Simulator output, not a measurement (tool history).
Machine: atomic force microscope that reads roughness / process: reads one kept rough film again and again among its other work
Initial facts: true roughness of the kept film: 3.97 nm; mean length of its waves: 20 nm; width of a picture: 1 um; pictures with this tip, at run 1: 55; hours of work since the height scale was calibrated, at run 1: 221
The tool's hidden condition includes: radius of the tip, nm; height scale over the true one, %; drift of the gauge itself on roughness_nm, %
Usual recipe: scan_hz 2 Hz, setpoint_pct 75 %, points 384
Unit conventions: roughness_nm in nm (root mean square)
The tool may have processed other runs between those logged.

run	hour	scan_hz	setpoint_pct	points	pictures with this tip	hours of work since the height scale was calibrated	roughness_nm
1	0	2	75	384	55	221	1.932
2	7.3	2	75	384	69	226	1.794
3	15.7	2	71	384	84	232	1.695
4	20.6	2	71	384	93	236	1.602
# hour 24.9: new tip fitted
5	28.8	2	71	384	6	242	2.653
6	33.4	2	71	384	15	245	2.518
7	39.8	2	71	384	26	250	2.318
8	45.9	2	71	384	37	254	2.134
9	54.8	2	71	384	54	261	1.921
# hour 56.5: height scale calibrated on a step standard
10	60.1	2	82	842	61	3	1.778
11	68.2	1.1	69	842	76	9	1.797
12	73.9	3.96	88	384	86	13	1.271
# hour 82: new tip fitted
13	83.1	0.59	58	609	2	19	2.961
14	89.7	0.59	58	609	14	24	2.7
15	95.1	0.59	84	310	23	28	2.381
16	100.9	0.59	84	310	34	32	2.204
17	106.4	0.68	84	288	44	36	2.074

Consider 5 possible next runs. They are alternatives, not a sequence: every one starts from the tool as it was left by run 17. What does each give?
# hour 111.9: height scale calibrated on a step standard, once more
A	111.9	0.68	84	565	52	0	?
# hour 111.9: height scale calibrated on a step standard, once more
B	111.9	1.53	63	565	52	0	?
# hour 111.9: height scale calibrated on a step standard, once more
C	111.9	2	68	410	52	0	?
# hour 111.9: height scale calibrated on a step standard, once more
D	111.9	0.68	88	654	52	0	?
# hour 111.9: height scale calibrated on a step standard, once more
E	111.9	3.98	81	262	52	0	?

run	roughness_nm
A	2.017
B	2.014
C	1.955
D	1.993
E	1.614
What these runs would have given with no unlogged condition in the tool:
run	roughness_nm
A	2.944
B	2.945
C	2.856
D	2.912
E	2.358
